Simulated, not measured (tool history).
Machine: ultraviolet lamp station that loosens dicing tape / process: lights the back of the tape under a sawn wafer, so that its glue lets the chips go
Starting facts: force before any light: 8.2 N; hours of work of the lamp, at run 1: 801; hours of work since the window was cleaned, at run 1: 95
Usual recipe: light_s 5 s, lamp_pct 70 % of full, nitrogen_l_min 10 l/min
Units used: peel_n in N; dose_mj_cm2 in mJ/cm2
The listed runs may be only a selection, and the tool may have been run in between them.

run	day	light_s	lamp_pct	nitrogen_l_min	hours of work of the lamp	hours of work since the window was cleaned	peel_n	dose_mj_cm2
1	0.000	5	70	10	801	95	1.377	140
2	3.583	5	70	10	851	145	1.459	134
# day 3.933: lamp changed
3	7.275	5	70	10	47	196	0.896	180
4	9.262	3	70	10	74	224	2.211	109
5	13.308	3	70	10	131	280	2.300	101
6	15.608	5	70	10	163	312	1.048	171
# day 19.358: window cleaned of glue's vapour
7	19.679	5	70	10	219	4	1.315	149
8	21.904	5	70	10	250	35	1.359	144
9	25.854	5	70	10	305	90	1.459	138
10	27.858	5	70	10	333	118	1.517	136
11	31.817	5	70	10	388	174	1.656	130
12	34.371	5	70	10	424	209	1.682	128
# day 34.958: window cleaned of glue's vapour, once more
13	37.321	5	70	10	465	33	1.122	164
14	41.225	3	82	10	519	87	2.035	107
15	44.183	4	70	10	560	129	1.820	117
16	46.896	5	70	3	598	166	2.378	145
17	50.325	3	67	8	646	214	3.222	78
18	53.062	5	70	6	684	252	1.940	137
19	54.742	2	65	3	707	276	5.493	50
20	56.525	2	65	3	732	300	5.557	49
21	59.442	4	61	9	773	341	2.777	85
# day 61.229: window cleaned of glue's vapour
22	63.042	6	69	10	823	25	1.068	166
# day 65.475: lamp changed
23	66.879	6	69	10	20	78	0.584	228

5 ways to go on from here, each from the tool as it stands after run 23. What would each give?
A	70.596	9	70	10	71	130	?	?
B	70.596	5	70	3	71	130	?	?
C	70.596	4	69	20	71	130	?	?
D	70.596	3	74	10	71	130	?	?
E	70.596	4	70	10	71	130	?	?

run	peel_n	dose_mj_cm2
A	0.254	327
B	1.829	186
C	0.991	145
D	1.905	118
E	1.304	149
Take away the tool's hidden state, keep each run's random variation, and the runs would have read:
run	peel_n	dose_mj_cm2
A	0.219	357
B	1.605	202
C	0.835	158
D	1.680	129
E	1.120	163
